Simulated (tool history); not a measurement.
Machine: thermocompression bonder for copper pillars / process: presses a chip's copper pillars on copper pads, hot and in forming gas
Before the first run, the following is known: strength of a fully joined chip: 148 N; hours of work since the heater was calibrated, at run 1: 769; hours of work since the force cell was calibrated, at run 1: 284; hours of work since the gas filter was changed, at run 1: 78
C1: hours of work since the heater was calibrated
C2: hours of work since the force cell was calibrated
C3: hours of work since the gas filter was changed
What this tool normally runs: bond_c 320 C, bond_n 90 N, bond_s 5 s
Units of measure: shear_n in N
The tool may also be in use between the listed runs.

Run 1, hour 0: usual settings; C1 769; C2 284; C3 78. Result: shear_n 111.1 N.
At hour 36.3: heater calibrated with a thermocouple chip.
Run 2, hour 78.2: usual settings; C1 28; C2 335; C3 129. Result: shear_n 107.9 N.
Run 3, hour 115: usual settings but bond_n 110 N; C1 53; C2 360; C3 154. Result: shear_n 121.7 N.
Run 4, hour 184.8: usual settings but bond_c 337 C; C1 100; C2 407; C3 201. Result: shear_n 120.4 N.
Run 5, hour 223.4: usual settings but bond_c 337 C; C1 126; C2 433; C3 227. Result: shear_n 120.3 N.
Run 6, hour 257.6: usual settings but bond_c 299 C; C1 149; C2 456; C3 250. Result: shear_n 87.9 N.
Run 7, hour 307.8: usual settings but bond_n 66 N; C1 183; C2 490; C3 284. Result: shear_n 82.8 N.
Run 8, hour 346.4: usual settings but bond_n 66 N; C1 208; C2 516; C3 310. Result: shear_n 82.4 N.
Run 9, hour 382.6: usual settings but bond_n 66 N; C1 233; C2 540; C3 334. Result: shear_n 83.2 N.
Run 10, hour 428.8: usual settings but bond_n 66 N; C1 264; C2 571; C3 365. Result: shear_n 83 N.
Run 11, hour 464.4: usual settings but bond_n 76 N; C1 288; C2 595; C3 389. Result: shear_n 94 N.
At hour 517.4: forming gas filter changed.
Run 12, hour 535.5: usual settings; C1 335; C2 643; C3 12. Result: shear_n 113.4 N.
Run 13, hour 587.6: usual settings but bond_s 7 s; C1 370; C2 678; C3 47. Result: shear_n 120.3 N.
Run 14, hour 631.7: usual settings but bond_n 63 N; C1 400; C2 707; C3 77. Result: shear_n 84.9 N.
Run 15, hour 687.8: usual settings but bond_c 347 C; C1 438; C2 745; C3 115. Result: shear_n 131.1 N.
Run 16, hour 736.9: usual settings but bond_c 347 C; C1 471; C2 778; C3 148. Result: shear_n 130.6 N.
Run 17, hour 774.1: usual settings; C1 496; C2 803; C3 173. Result: shear_n 111.7 N.
Run 18, hour 820.6: usual settings but bond_c 339 C; C1 527; C2 834; C3 204. Result: shear_n 126.3 N.
Run 19, hour 872.7: usual settings but bond_c 339 C, bond_n 62 N; C1 562; C2 869; C3 239. Result: shear_n 98.9 N.
Run 20, hour 911: usual settings but bond_c 339 C, bond_n 62 N; C1 588; C2 895; C3 265. Result: shear_n 99.1 N.
Run 21, hour 963.4: usual settings but bond_c 339 C, bond_n 54 N, bond_s 4 s; C1 623; C2 930; C3 300. Result: shear_n 82.9 N.
Run 22, hour 1030.4: usual settings but bond_c 307 C, bond_n 54 N, bond_s 12 s; C1 668; C2 975; C3 345. Result: shear_n 83.6 N.
At hour 1090.4: force cell calibrated.
Run 23, hour 1090.4: usual settings but bond_c 307 C, bond_n 54 N, bond_s 12 s; C1 707; C2 0; C3 384. Result: shear_n 79 N.
Run 24, hour 1127.4: usual settings but bond_c 307 C, bond_n 54 N, bond_s 12 s; C1 732; C2 25; C3 409. Result: shear_n 79 N.
At hour 1152.6: forming gas filter changed.
Run 25, hour 1193.3: usual settings but bond_c 307 C, bond_n 54 N, bond_s 12 s; C1 776; C2 69; C3 27. Result: shear_n 84.3 N.
At hour 1223.6: heater calibrated with a thermocouple chip.
Run 26, hour 1233: usual settings but bond_c 307 C, bond_n 54 N, bond_s 12 s; C1 6; C2 94; C3 53. Result: shear_n 75.4 N.
Run 27, hour 1290.6: usual settings but bond_c 307 C, bond_n 54 N, bond_s 12 s; C1 45; C2 133; C3 91. Result: shear_n 76.2 N.
Run 28, hour 1341.8: usual settings but bond_c 330 C, bond_n 125 N, bond_s 12 s; C1 79; C2 167; C3 126. Result: shear_n 141.4 N.
Run 29, hour 1397.8: usual settings but bond_c 333 C, bond_n 88 N, bond_s 3 s; C1 117; C2 205; C3 163. Result: shear_n 100.9 N.
Run 30, hour 1455: usual settings but bond_c 336 C, bond_n 62 N, bond_s 9 s; C1 156; C2 243; C3 202. Result: shear_n 105.4 N.
Run 31, hour 1499.4: usual settings but bond_c 336 C, bond_n 62 N, bond_s 9 s; C1 185; C2 273; C3 232. Result: shear_n 105 N.
Run 32, hour 1545: usual settings but bond_c 336 C, bond_n 62 N, bond_s 9 s; C1 216; C2 304; C3 262. Result: shear_n 105.3 N.
Run 33, hour 1592: usual settings but bond_c 336 C, bond_n 65 N; C1 248; C2 336; C3 294. Result: shear_n 93.4 N.
Run 34, hour 1633.7: usual settings but bond_c 346 C, bond_n 86 N, bond_s 3 s; C1 276; C2 364; C3 322. Result: shear_n 109.4 N.
Run 35, hour 1668.5: usual settings but bond_c 315 C, bond_n 60 N, bond_s 3 s; C1 299; C2 387; C3 345. Result: shear_n 57.7 N.
Run 36, hour 1724: usual settings but bond_c 337 C, bond_n 135 N, bond_s 14 s; C1 336; C2 424; C3 383. Result: shear_n 138.1 N.
At hour 1788.3: forming gas filter changed.
Run 37, hour 1795.9: usual settings but bond_c 337 C, bond_n 135 N, bond_s 14 s; C1 384; C2 472; C3 5. Result: shear_n 144.6 N.
Run 38, hour 1837: usual settings but bond_c 337 C, bond_n 135 N, bond_s 3 s; C1 412; C2 500; C3 33. Result: shear_n 137 N.
Run 39, hour 1897.4: usual settings but bond_c 332 C, bond_n 106 N, bond_s 3 s; C1 453; C2 540; C3 73. Result: shear_n 119.9 N.

Below are 4 alternative next runs, each starting from the tool's condition after run 39. Predict each:
Run A, hour 1974.8: usual settings but bond_c 336 C, bond_n 82 N, bond_s 7 s; C1 505; C2 593; C3 125. Result: shear_n ?.
Run B, hour 1974.8: usual settings but bond_n 85 N; C1 505; C2 593; C3 125. Result: shear_n ?.
Run C, hour 1974.8: usual settings but bond_n 98 N, bond_s 6 s; C1 505; C2 593; C3 125. Result: shear_n ?.
Run D, hour 1974.8: usual settings but bond_c 331 C, bond_n 98 N, bond_s 3 s; C1 505; C2 593; C3 125. Result: shear_n ?.

run  shear_n
  A    123.6
  B      106
  C    120.1
  D      112
Had the tool no hidden state, the same runs would have come out as:
run  shear_n
  A      122
  B      103
  C      118
  D    109.5

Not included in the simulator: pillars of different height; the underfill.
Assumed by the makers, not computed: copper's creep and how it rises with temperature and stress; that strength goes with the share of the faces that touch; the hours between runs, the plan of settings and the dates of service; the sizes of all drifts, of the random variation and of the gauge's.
